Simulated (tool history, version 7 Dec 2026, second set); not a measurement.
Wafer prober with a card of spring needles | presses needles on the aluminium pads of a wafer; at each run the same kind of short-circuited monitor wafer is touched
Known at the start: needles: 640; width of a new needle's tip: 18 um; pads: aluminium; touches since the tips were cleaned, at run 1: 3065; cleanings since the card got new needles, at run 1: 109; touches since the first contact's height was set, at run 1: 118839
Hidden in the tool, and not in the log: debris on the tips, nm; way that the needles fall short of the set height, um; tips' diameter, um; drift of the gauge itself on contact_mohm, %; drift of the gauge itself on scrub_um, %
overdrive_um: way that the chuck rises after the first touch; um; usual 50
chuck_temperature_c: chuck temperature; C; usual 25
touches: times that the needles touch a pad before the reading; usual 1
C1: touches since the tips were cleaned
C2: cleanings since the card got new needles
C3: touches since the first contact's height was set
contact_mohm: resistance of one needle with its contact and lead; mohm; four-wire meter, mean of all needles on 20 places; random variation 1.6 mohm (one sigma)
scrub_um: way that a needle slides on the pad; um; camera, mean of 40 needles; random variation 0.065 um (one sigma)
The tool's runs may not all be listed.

run 1 day=0.000 | overdrive_um=50 chuck_temperature_c=25 touches=1 | C1=3065 C2=109 C3=118839 | contact_mohm=321 scrub_um=6.23
-- day=0.179 tips cleaned on abrasive film
-- day=0.646 tips cleaned on abrasive film
-- day=1.158 tips cleaned on abrasive film
run 2 day=1.467 | overdrive_um=50 chuck_temperature_c=40 touches=1 | C1=2888 C2=112 C3=132528 | contact_mohm=354 scrub_um=6.17
-- day=1.679 tips cleaned on abrasive film
-- day=2.192 tips cleaned on abrasive film
-- day=2.642 tips cleaned on abrasive film
-- day=2.808 height of the first contact set anew
run 3 day=2.808 | overdrive_um=50 chuck_temperature_c=40 touches=1 | C1=1443 C2=115 C3=0 | contact_mohm=268 scrub_um=6.50
-- day=3.104 tips cleaned on abrasive film
-- day=3.488 tips cleaned on abrasive film, once more
run 4 day=3.917 | overdrive_um=50 chuck_temperature_c=40 touches=1 | C1=4042 C2=117 C3=10349 | contact_mohm=341 scrub_um=6.64
-- day=4.029 tips cleaned on abrasive film
-- day=4.525 tips cleaned on abrasive film
-- day=4.983 tips cleaned on abrasive film
run 5 day=5.012 | overdrive_um=50 chuck_temperature_c=25 touches=1 | C1=260 C2=120 C3=20565 | contact_mohm=209 scrub_um=6.50
-- day=5.538 tips cleaned on abrasive film
run 6 day=5.900 | overdrive_um=50 chuck_temperature_c=39 touches=1 | C1=3430 C2=121 C3=28910 | contact_mohm=346 scrub_um=6.52
-- day=6.012 tips cleaned on abrasive film
-- day=6.550 tips cleaned on abrasive film
run 7 day=6.725 | overdrive_um=50 chuck_temperature_c=39 touches=1 | C1=1655 C2=123 C3=36614 | contact_mohm=286 scrub_um=6.39
-- day=7.100 tips cleaned on abrasive film
-- day=7.604 tips cleaned on abrasive film
-- day=8.142 tips cleaned on abrasive film
run 8 day=8.258 | overdrive_um=50 chuck_temperature_c=25 touches=1 | C1=1115 C2=126 C3=50945 | contact_mohm=257 scrub_um=6.44
-- day=8.658 tips cleaned on abrasive film
-- day=9.162 tips cleaned on abrasive film
run 9 day=9.196 | overdrive_um=50 chuck_temperature_c=25 touches=1 | C1=305 C2=128 C3=59682 | contact_mohm=209 scrub_um=6.45
-- day=9.662 tips cleaned on abrasive film
-- day=10.138 tips cleaned on abrasive film
run 10 day=10.138 | overdrive_um=50 chuck_temperature_c=25 touches=2 | C1=0 C2=130 C3=68484 | contact_mohm=182 scrub_um=6.36
-- day=10.642 tips cleaned on abrasive film
run 11 day=10.950 | overdrive_um=50 chuck_temperature_c=25 touches=2 | C1=2899 C2=131 C3=76110 | contact_mohm=278 scrub_um=6.30
-- day=11.175 tips cleaned on abrasive film
-- day=11.650 tips cleaned on abrasive film
run 12 day=11.933 | overdrive_um=50 chuck_temperature_c=25 touches=2 | C1=2667 C2=133 C3=85282 | contact_mohm=269 scrub_um=6.27
-- day=12.138 tips cleaned on abrasive film
-- day=12.633 tips cleaned on abrasive film
run 13 day=13.012 | overdrive_um=50 chuck_temperature_c=25 touches=1 | C1=3551 C2=135 C3=95378 | contact_mohm=367 scrub_um=6.30
-- day=13.088 tips cleaned on abrasive film
-- day=13.642 tips cleaned on abrasive film
run 14 day=13.917 | overdrive_um=50 chuck_temperature_c=25 touches=1 | C1=2600 C2=137 C3=103831 | contact_mohm=341 scrub_um=6.25
-- day=14.133 tips cleaned on abrasive film
-- day=14.621 tips cleaned on abrasive film
-- day=15.125 tips cleaned on abrasive film
run 15 day=15.471 | overdrive_um=50 chuck_temperature_c=43 touches=1 | C1=3277 C2=140 C3=118382 | contact_mohm=354 scrub_um=6.17
-- day=15.658 tips cleaned on abrasive film
-- day=16.158 tips cleaned on abrasive film
-- day=16.638 tips cleaned on abrasive film
run 16 day=16.846 | overdrive_um=50 chuck_temperature_c=50 touches=3 | C1=1950 C2=143 C3=131201 | contact_mohm=235 scrub_um=6.22

Run 17 comes next. What will it give?
-- day=17.171 tips cleaned on abrasive film
-- day=17.721 tips cleaned on abrasive film
run 17 day=17.762 | overdrive_um=50 chuck_temperature_c=50 touches=3 | C1=357 C2=145 C3=139749 | contact_mohm=? scrub_um=?

{"run 17": {"contact_mohm": 196, "scrub_um": 6.13}}
Without the tool's hidden state the same run would have given contact_mohm 169 mohm, scrub_um 6.55 um.

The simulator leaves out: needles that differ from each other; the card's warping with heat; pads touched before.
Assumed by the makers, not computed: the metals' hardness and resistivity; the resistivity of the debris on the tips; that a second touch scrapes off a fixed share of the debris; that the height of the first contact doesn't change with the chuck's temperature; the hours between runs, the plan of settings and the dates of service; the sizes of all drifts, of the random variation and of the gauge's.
